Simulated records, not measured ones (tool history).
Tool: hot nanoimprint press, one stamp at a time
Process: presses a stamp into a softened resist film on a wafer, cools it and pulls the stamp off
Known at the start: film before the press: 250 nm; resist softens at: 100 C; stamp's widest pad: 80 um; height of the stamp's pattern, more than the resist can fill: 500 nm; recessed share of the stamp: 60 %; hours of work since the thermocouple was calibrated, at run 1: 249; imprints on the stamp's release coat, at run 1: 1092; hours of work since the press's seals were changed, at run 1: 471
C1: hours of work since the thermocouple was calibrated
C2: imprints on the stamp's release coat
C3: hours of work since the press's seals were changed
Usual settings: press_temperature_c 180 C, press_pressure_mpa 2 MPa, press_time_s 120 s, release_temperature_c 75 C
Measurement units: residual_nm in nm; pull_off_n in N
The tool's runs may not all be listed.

Run 1, day 0: usual settings; C1 249; C2 1092; C3 471. Result: residual_nm 92.1 nm, pull_off_n 205 N.
At day 1.458: plate thermocouple calibrated.
Run 2, day 1.629: usual settings; C1 3; C2 1250; C3 499. Result: residual_nm 92.4 nm, pull_off_n 213 N.
At day 2.862: stamp cleaned and given a new release coat.
Run 3, day 4.433: usual settings but release_temperature_c 73 C; C1 50; C2 165; C3 546. Result: residual_nm 92.5 nm, pull_off_n 205 N.
Run 4, day 5.85: usual settings but release_temperature_c 73 C; C1 76; C2 314; C3 571. Result: residual_nm 92.3 nm, pull_off_n 214 N.
Run 5, day 7.638: usual settings; C1 108; C2 501; C3 604. Result: residual_nm 92.8 nm, pull_off_n 208 N.
Run 6, day 10.329: usual settings; C1 158; C2 784; C3 653. Result: residual_nm 92.4 nm, pull_off_n 210 N.
Run 7, day 12.208: usual settings but press_pressure_mpa 2.95 MPa; C1 192; C2 981; C3 688. Result: residual_nm 74.7 nm, pull_off_n 208 N.
Run 8, day 13.746: usual settings but press_pressure_mpa 2.95 MPa; C1 220; C2 1142; C3 716. Result: residual_nm 74.2 nm, pull_off_n 201 N.
Run 9, day 15.454: usual settings but press_pressure_mpa 2.95 MPa; C1 251; C2 1321; C3 747. Result: residual_nm 75.1 nm, pull_off_n 210 N.
At day 16.029: stamp cleaned and given a new release coat.
At day 17.196: plate thermocouple calibrated.
Run 10, day 18.833: usual settings but press_pressure_mpa 2.95 MPa; C1 30; C2 281; C3 802. Result: residual_nm 75 nm, pull_off_n 201 N.
At day 19.879: press's hydraulic seals changed and the load cell set to zero.
Run 11, day 20.658: usual settings but press_temperature_c 179 C, press_pressure_mpa 1.93 MPa, press_time_s 88 s, release_temperature_c 67 C; C1 57; C2 437; C3 14. Result: residual_nm 110.6 nm, pull_off_n 244 N.
Run 12, day 22.696: usual settings but press_pressure_mpa 1.64 MPa; C1 94; C2 651; C3 52. Result: residual_nm 103.9 nm, pull_off_n 198 N.
Run 13, day 25.233: usual settings but press_temperature_c 173 C, press_pressure_mpa 1.32 MPa; C1 141; C2 917; C3 98. Result: residual_nm 152.4 nm, pull_off_n 202 N.
Run 14, day 27.258: usual settings but press_temperature_c 173 C, press_pressure_mpa 1.32 MPa, press_time_s 194 s; C1 178; C2 1130; C3 135. Result: residual_nm 132.2 nm, pull_off_n 206 N.
At day 28.567: gauge calibrated.
At day 29.696: stamp cleaned and given a new release coat.
Run 15, day 30.467: usual settings but press_pressure_mpa 2.61 MPa, press_time_s 77 s, release_temperature_c 72 C; C1 232; C2 80; C3 189. Result: residual_nm 93.4 nm, pull_off_n 215 N.

Each row is a separate what-if for the run after 15, all from the same tool condition, not one after another. Results?
Run A, day 32.7: usual settings but press_pressure_mpa 2.61 MPa, press_time_s 198 s, release_temperature_c 72 C; C1 273; C2 315; C3 230. Result: residual_nm ?, pull_off_n ?.
Run B, day 32.7: usual settings but press_temperature_c 181 C, press_pressure_mpa 1.25 MPa, press_time_s 95 s; C1 273; C2 315; C3 230. Result: residual_nm ?, pull_off_n ?.
Run C, day 32.7: usual settings but press_pressure_mpa 2.1 MPa, press_time_s 101 s, release_temperature_c 82 C; C1 273; C2 315; C3 230. Result: residual_nm ?, pull_off_n ?.

run  residual_nm  pull_off_n
  A         65.6         219
  B        122.9         206
  C         95.1         168
Without the tool's hidden state the same runs would have given:
run  residual_nm  pull_off_n
  A         65.5         218
  B        122.8         206
  C           95         168
